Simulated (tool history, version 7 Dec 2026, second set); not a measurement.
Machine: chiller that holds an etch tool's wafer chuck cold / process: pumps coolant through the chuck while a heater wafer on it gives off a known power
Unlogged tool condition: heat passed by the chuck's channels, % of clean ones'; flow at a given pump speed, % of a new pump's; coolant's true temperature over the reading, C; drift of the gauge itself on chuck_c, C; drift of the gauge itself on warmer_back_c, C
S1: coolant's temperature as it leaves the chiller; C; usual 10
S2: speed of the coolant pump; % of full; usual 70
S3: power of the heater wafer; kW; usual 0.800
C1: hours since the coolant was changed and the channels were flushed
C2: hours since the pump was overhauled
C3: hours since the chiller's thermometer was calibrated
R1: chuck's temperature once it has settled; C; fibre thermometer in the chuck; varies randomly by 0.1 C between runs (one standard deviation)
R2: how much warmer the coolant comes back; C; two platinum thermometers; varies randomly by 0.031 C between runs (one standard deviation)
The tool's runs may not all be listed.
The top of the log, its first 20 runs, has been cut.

Run 21, day 62.733: usual settings but S1 13 C, S2 72 % of full, S3 1.158 kW; C1 1870; C2 5318; C3 4320. Result: R1 24.5 C, R2 3.51 C.
Run 22, day 65.142: usual settings but S3 0.581 kW; C1 1928; C2 5376; C3 4378. Result: R1 15.7 C, R2 1.85 C.
Run 23, day 69.338: usual settings but S1 5 C; C1 2029; C2 5476; C3 4478. Result: R1 12.9 C, R2 2.57 C.
Run 24, day 71.283: usual settings but S1 13 C, S2 87 % of full, S3 0.794 kW; C1 2076; C2 5523; C3 4525. Result: R1 20.0 C, R2 2.09 C.
Run 25, day 73.754: usual settings but S1 11 C, S2 89 % of full, S3 0.676 kW; C1 2135; C2 5582; C3 4584. Result: R1 17.0 C, R2 1.81 C.
Run 26, day 77.988: usual settings but S1 13 C, S2 74 % of full, S3 0.605 kW; C1 2236; C2 5684; C3 4686. Result: R1 18.9 C, R2 1.93 C.
Run 27, day 81.854: usual settings but S1 13 C, S2 74 % of full, S3 0.605 kW; C1 2329; C2 5777; C3 4779. Result: R1 18.9 C, R2 1.95 C.
Run 28, day 85.238: usual settings but S1 11 C, S2 74 % of full, S3 0.605 kW; C1 2410; C2 5858; C3 4860. Result: R1 16.8 C, R2 1.96 C.
Run 29, day 87.521: usual settings but S1 7 C; C1 2465; C2 5913; C3 4915. Result: R1 15.0 C, R2 2.62 C.
Run 30, day 89.446: usual settings but S1 7 C; C1 2512; C2 5959; C3 4961. Result: R1 15.1 C, R2 2.66 C.
Run 31, day 91.729: usual settings but S1 5 C, S2 77 % of full, S3 0.777 kW; C1 2566; C2 6014; C3 5016. Result: R1 12.4 C, R2 2.35 C.

Alternative continuations, all from the tool just after run 31; predict every row:
Run A, day 94.212: usual settings but S1 5 C, S2 77 % of full, S3 0.852 kW; C1 2626; C2 6073; C3 5075. Result: R1 ?, R2 ?.
Run B, day 94.212: usual settings but S2 62 % of full, S3 0.752 kW; C1 2626; C2 6073; C3 5075. Result: R1 ?, R2 ?.
Run C, day 94.212: usual settings but S1 7 C, S2 97 % of full, S3 0.844 kW; C1 2626; C2 6073; C3 5075. Result: R1 ?, R2 ?.
Run D, day 94.212: usual settings but S1 19 C; C1 2626; C2 6073; C3 5075. Result: R1 ?, R2 ?.

run    R1    R2
  A  13.1  2.61
  B  18.2  2.86
  C  14.0  2.06
  D  26.9  2.67
The same runs, with their run-to-run variation unchanged, on a tool lacking any hidden condition would have given:
run    R1    R2
  A  13.1  2.37
  B  18.2  2.61
  C  14.0  1.82
  D  26.9  2.42
